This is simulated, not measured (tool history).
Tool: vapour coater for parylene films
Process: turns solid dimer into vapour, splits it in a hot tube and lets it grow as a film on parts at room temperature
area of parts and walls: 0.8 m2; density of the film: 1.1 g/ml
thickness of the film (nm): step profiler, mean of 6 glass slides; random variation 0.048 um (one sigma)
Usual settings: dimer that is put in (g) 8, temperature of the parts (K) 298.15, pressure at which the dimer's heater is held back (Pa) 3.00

| run | hour | dimer that is put in (g) | temperature of the parts (K) | pressure at which the dimer's heater is held back (Pa) | thickness of the film (nm) |
|---|---|---|---|---|---|
| 1 | 0.0 | 8 | 298.15 | 3.00 | 6900 |
| 2 | 14.5 | 8 | 298.15 | 3.00 | 6900 |
|  | 20.2 | trap's valve overhauled |
| 3 | 32.2 | 8 | 298.15 | 3.00 | 6820 |
| 4 | 40.3 | 8 | 298.15 | 3.00 | 6850 |
| 5 | 55.9 | 10 | 298.15 | 3.00 | 8390 |
| 6 | 67.7 | 3 | 298.15 | 3.00 | 2500 |
|  | 84.8 | trap's valve overhauled, once more |
| 7 | 89.1 | 3 | 298.15 | 3.00 | 2840 |
| 8 | 97.6 | 3 | 298.15 | 3.00 | 2810 |
| 9 | 110.6 | 12 | 298.15 | 3.00 | 11290 |
| 10 | 128.9 | 8 | 298.15 | 2.09 | 8100 |
| 11 | 141.5 | 8 | 298.15 | 2.09 | 8080 |
| 12 | 158.0 | 8 | 298.15 | 3.00 | 7440 |
| 13 | 171.7 | 8 | 298.15 | 3.00 | 7530 |
| 14 | 187.0 | 8 | 298.15 | 3.00 | 7460 |
| 15 | 202.0 | 8 | 298.15 | 3.00 | 7420 |
| 16 | 217.9 | 8 | 298.15 | 3.00 | 7490 |
| 17 | 235.0 | 8 | 298.15 | 3.13 | 7370 |
| 18 | 245.9 | 4 | 291.15 | 2.64 | 4390 |
| 19 | 264.8 | 8 | 298.15 | 10.69 | 5560 |
| 20 | 281.2 | 8 | 298.15 | 5.41 | 6470 |
| 21 | 297.4 | 8 | 306.15 | 4.57 | 4640 |
| 22 | 312.0 | 8 | 302.15 | 2.36 | 6460 |
| 23 | 322.6 | 13 | 291.15 | 3.93 | 14200 |
| 24 | 338.0 | 4 | 296.15 | 2.61 | 4230 |
| 25 | 351.4 | 13 | 291.15 | 8.68 | 13100 |
| 26 | 364.2 | 13 | 291.15 | 8.68 | 13140 |
| 27 | 379.0 | 13 | 291.15 | 8.68 | 13090 |
| 28 | 389.8 | 13 | 303.15 | 8.68 | 7330 |
| 29 | 399.6 | 8 | 303.15 | 6.07 | 4940 |
| 30 | 409.7 | 4 | 302.15 | 2.09 | 3360 |
| 31 | 429.9 | 10 | 296.15 | 2.18 | 10720 |
| 32 | 438.9 | 6 | 296.15 | 4.30 | 5610 |
| 33 | 450.2 | 6 | 296.15 | 4.30 | 5560 |
| 34 | 461.9 | 3 | 304.15 | 4.30 | 1900 |

Hidden state or all else? Some run-to-run changes of thickness of the film (nm), split into what the settings, what came in and random variation would give without the hidden state, and what is left for the hidden state (with any gauge scatter that isn't in both results):
The hidden state here: vapour lost through the trap's worn valve, %; true temperature of the parts over the reading, C; drift of the gauge itself on film_um, %.
Run 5 -> 6: dimer that is put in (g) 10 -> 3. thickness of the film (nm) -5890: hidden state +380, all else -6270.
Run 8 -> 9: dimer that is put in (g) 3 -> 12. thickness of the film (nm) +8480: hidden state +310, all else +8170.
Run 22 -> 23: dimer that is put in (g) 8 -> 13, temperature of the parts (K) 302.15 -> 291.15, pressure at which the dimer's heater is held back (Pa) 2.36 -> 3.93. thickness of the film (nm) +7740: hidden state -550, all else +8290.
Run 23 -> 24: dimer that is put in (g) 13 -> 4, temperature of the parts (K) 291.15 -> 296.15, pressure at which the dimer's heater is held back (Pa) 3.93 -> 2.61. thickness of the film (nm) -9970: hidden state +480, all else -10450.
Run 24 -> 25: dimer that is put in (g) 4 -> 13, temperature of the parts (K) 296.15 -> 291.15, pressure at which the dimer's heater is held back (Pa) 2.61 -> 8.68. thickness of the film (nm) +8870: hidden state +240, all else +8630.
